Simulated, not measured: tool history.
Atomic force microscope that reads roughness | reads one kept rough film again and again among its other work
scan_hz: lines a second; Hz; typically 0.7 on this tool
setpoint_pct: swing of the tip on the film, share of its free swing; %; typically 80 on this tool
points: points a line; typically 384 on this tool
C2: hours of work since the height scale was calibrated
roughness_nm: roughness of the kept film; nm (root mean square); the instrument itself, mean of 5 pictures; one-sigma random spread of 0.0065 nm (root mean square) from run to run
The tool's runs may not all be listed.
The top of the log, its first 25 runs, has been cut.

run 26 hour=304.8 | scan_hz=1.549 setpoint_pct=60 points=338 | pictures_with_this_tip=304 C2=502 | roughness_nm=1.095
-- hour=311.8 new tip fitted
run 27 hour=313.1 | scan_hz=1.549 setpoint_pct=60 points=338 | pictures_with_this_tip=2 C2=508 | roughness_nm=1.289
run 28 hour=325.7 | scan_hz=1.549 setpoint_pct=60 points=338 | pictures_with_this_tip=19 C2=517 | roughness_nm=1.283
run 29 hour=342.5 | scan_hz=1.549 setpoint_pct=60 points=338 | pictures_with_this_tip=42 C2=530 | roughness_nm=1.272
run 30 hour=351.4 | scan_hz=1.549 setpoint_pct=60 points=338 | pictures_with_this_tip=54 C2=536 | roughness_nm=1.26
run 31 hour=359.5 | scan_hz=2.831 setpoint_pct=62 points=338 | pictures_with_this_tip=64 C2=543 | roughness_nm=1.196
run 32 hour=370.9 | scan_hz=2.831 setpoint_pct=62 points=338 | pictures_with_this_tip=80 C2=551 | roughness_nm=1.197
run 33 hour=380.5 | scan_hz=3.738 setpoint_pct=64 points=338 | pictures_with_this_tip=93 C2=558 | roughness_nm=1.124
run 34 hour=390.2 | scan_hz=0.99 setpoint_pct=80 points=299 | pictures_with_this_tip=106 C2=565 | roughness_nm=1.171
run 35 hour=408.1 | scan_hz=0.99 setpoint_pct=80 points=299 | pictures_with_this_tip=130 C2=579 | roughness_nm=1.148
run 36 hour=420.8 | scan_hz=0.659 setpoint_pct=57 points=937 | pictures_with_this_tip=147 C2=588 | roughness_nm=1.251
run 37 hour=431.4 | scan_hz=0.659 setpoint_pct=69 points=746 | pictures_with_this_tip=161 C2=596 | roughness_nm=1.212
run 38 hour=440.3 | scan_hz=3.241 setpoint_pct=84 points=384 | pictures_with_this_tip=173 C2=603 | roughness_nm=0.908
run 39 hour=448 | scan_hz=3.241 setpoint_pct=84 points=384 | pictures_with_this_tip=184 C2=609 | roughness_nm=0.911
run 40 hour=459.2 | scan_hz=0.896 setpoint_pct=84 points=420 | pictures_with_this_tip=199 C2=617 | roughness_nm=1.107
run 41 hour=467.5 | scan_hz=0.896 setpoint_pct=84 points=420 | pictures_with_this_tip=210 C2=623 | roughness_nm=1.107
run 42 hour=477.9 | scan_hz=0.896 setpoint_pct=84 points=420 | pictures_with_this_tip=224 C2=631 | roughness_nm=1.106
run 43 hour=490.6 | scan_hz=1.719 setpoint_pct=84 points=992 | pictures_with_this_tip=241 C2=641 | roughness_nm=1.013
run 44 hour=499.5 | scan_hz=1.719 setpoint_pct=84 points=992 | pictures_with_this_tip=253 C2=647 | roughness_nm=1.011
run 45 hour=513.1 | scan_hz=1.719 setpoint_pct=84 points=332 | pictures_with_this_tip=272 C2=658 | roughness_nm=0.983

Forecast each of these 5 alternatives for the next run:
run A hour=524.8 | scan_hz=0.56 setpoint_pct=84 points=349 | pictures_with_this_tip=287 C2=666 | roughness_nm=?
run B hour=524.8 | scan_hz=1.031 setpoint_pct=84 points=266 | pictures_with_this_tip=287 C2=666 | roughness_nm=?
run C hour=524.8 | scan_hz=2.77 setpoint_pct=60 points=299 | pictures_with_this_tip=287 C2=666 | roughness_nm=?
run D hour=524.8 | scan_hz=3.823 setpoint_pct=83 points=384 | pictures_with_this_tip=287 C2=666 | roughness_nm=?
run E hour=524.8 | scan_hz=0.7 setpoint_pct=76 points=384 | pictures_with_this_tip=287 C2=666 | roughness_nm=?

run=A roughness_nm=1.092
run=B roughness_nm=1.036
run=C roughness_nm=1.065
run=D roughness_nm=0.841
run=E roughness_nm=1.102
Take away the tool's hidden state, keep each run's random variation, and the runs would have read:
run=A roughness_nm=1.287
run=B roughness_nm=1.222
run=C roughness_nm=1.255
run=D roughness_nm=0.991
run=E roughness_nm=1.299
